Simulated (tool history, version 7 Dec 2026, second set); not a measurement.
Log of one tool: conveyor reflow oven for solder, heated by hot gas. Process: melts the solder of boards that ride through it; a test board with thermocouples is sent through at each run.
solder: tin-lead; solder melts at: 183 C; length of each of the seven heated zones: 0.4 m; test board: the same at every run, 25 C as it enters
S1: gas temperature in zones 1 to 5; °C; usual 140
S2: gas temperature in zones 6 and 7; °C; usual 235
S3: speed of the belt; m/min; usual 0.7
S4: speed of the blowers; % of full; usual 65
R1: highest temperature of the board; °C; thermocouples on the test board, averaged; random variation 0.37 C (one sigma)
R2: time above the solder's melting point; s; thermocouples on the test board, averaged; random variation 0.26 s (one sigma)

run    hour   S1   S2     S3  S4     R1    R2
  1       0  140  235    0.7  65  218.3  51.8
  2    59.9  140  235    0.7  65  216.2  51.7
       74.1  -- belt drive overhauled, speed set with a stopwatch
       84.1  -- flux residue cleaned out of gas plates and filters
  3   109.6  140  235    0.7  65  218.1  54.9
  4   153.6  140  235    0.7  65  218.9  54.8
  5   200.6  140  235    0.7  65  218.8  54.3
  6   263.6  140  235    0.7  65  218.3  53.8
  7   312.2  140  235    0.7  65  218.2  53.7
  8   375.6  140  235    0.7  65  216.8  52.9
      391.3  -- belt drive overhauled, speed set with a stopwatch, once more
      402.8  -- thermocouples of zones 6 and 7 changed
  9   433.6  140  235    0.7  65  217.7  52.2
 10   467.7  140  235    0.7  65  217.2  51.1
      493.4  -- flux residue cleaned out of gas plates and filters
 11   546.6  140  235    0.7  65    219  52.6
 12   600.9  140  235    0.7  65  218.7  52.8
 13   664.4  140  247    0.7  65  227.9  58.6
 14     711  140  235    0.7  65  217.4  52.2
 15   744.7  139  235    0.7  65  217.4  51.5
 16   812.8  136  235  0.689  69  217.3  51.5
 17     855  153  240    0.7  63  222.5  59.9
      896.5  -- flux residue cleaned out of gas plates and filters
 18   933.2  153  240    0.7  63  224.2  61.7
 19   977.2  140  243  0.703  54  221.8  54.5
 20    1038  140  243  0.703  80  227.4    58
 21  1078.1  140  243  0.703  80  227.7  58.2
 22  1128.5  140  243  0.703  80  227.5  58.4
 23  1165.9  153  248  0.574  67  236.2    81
 24  1215.4  153  248  0.574  67  235.9  81.2
 25  1288.7  141  248  0.658  78  231.9  64.9
       1298  -- flux residue cleaned out of gas plates and filters
     1324.6  -- thermocouples of zones 6 and 7 changed
 26  1349.6  141  248  0.658  78  235.4  66.4
 27  1419.4  145  231  0.727  63  214.8  50.2
 28  1453.9  138  232  0.565  54  219.4  66.7
 29  1521.3  133  224    0.7  58  205.9  39.5
 30  1572.1  145  244  0.775  76  225.3  52.4

Forecast each of these 3 alternatives for the next run:
  A  1626.1  126  235    0.7  65   ?   ?
  B  1626.1  140  242  0.585  65   ?   ?
  C  1626.1  140  235  0.727  82   ?   ?

run     R1    R2
  A  214.1  45.7
  B  228.6  71.7
  C  219.2  51.8
Without the tool's hidden state the same runs would have given:
run     R1    R2
  A    217  47.8
  B  230.9  72.4
  C    222  53.3

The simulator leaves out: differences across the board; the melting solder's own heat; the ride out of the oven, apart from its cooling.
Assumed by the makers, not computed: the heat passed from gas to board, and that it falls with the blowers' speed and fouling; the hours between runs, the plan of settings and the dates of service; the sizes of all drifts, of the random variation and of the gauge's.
